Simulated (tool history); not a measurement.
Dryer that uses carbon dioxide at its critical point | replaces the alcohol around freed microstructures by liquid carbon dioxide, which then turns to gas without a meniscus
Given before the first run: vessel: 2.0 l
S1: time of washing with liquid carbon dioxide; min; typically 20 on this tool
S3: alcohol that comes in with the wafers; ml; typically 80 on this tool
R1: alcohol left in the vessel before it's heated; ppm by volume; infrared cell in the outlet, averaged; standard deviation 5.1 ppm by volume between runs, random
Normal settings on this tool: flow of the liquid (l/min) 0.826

run 1 hour=0 | S1=20 flow_of_the_liquid_(l/min)=0.826 S3=80 | R1=84
run 2 hour=11.9 | S1=20 flow_of_the_liquid_(l/min)=0.826 S3=35 | R1=42
run 3 hour=26.1 | S1=20 flow_of_the_liquid_(l/min)=0.826 S3=35 | R1=45
run 4 hour=35.6 | S1=20 flow_of_the_liquid_(l/min)=0.826 S3=35 | R1=46
run 5 hour=46.2 | S1=20 flow_of_the_liquid_(l/min)=0.826 S3=35 | R1=52
run 6 hour=55.9 | S1=20 flow_of_the_liquid_(l/min)=0.826 S3=80 | R1=96
run 7 hour=70.1 | S1=15 flow_of_the_liquid_(l/min)=1.131 S3=104 | R1=97
run 8 hour=84.8 | S1=16 flow_of_the_liquid_(l/min)=0.52 S3=80 | R1=1969
run 9 hour=98.6 | S1=14 flow_of_the_liquid_(l/min)=1.208 S3=63 | R1=74
run 10 hour=111.3 | S1=14 flow_of_the_liquid_(l/min)=1.208 S3=63 | R1=68
run 11 hour=121.1 | S1=17 flow_of_the_liquid_(l/min)=0.766 S3=25 | R1=125

Measured result minus the same run's result without the hidden state. Both carry the same run-to-run variation, though not necessarily the same gauge scatter:
Hidden state present: flow that reaches the vessel past the clogged filter, %; alcohol in the recycled carbon dioxide, ppm; drift of the gauge itself on alcohol_ppm, %.
run=1 R1=+24
run=2 R1=+15
run=3 R1=+17
run=4 R1=+18
run=5 R1=+19
run=6 R1=+33
run=7 R1=+37
run=8 R1=+329
run=9 R1=+31
run=10 R1=+32
run=11 R1=+43
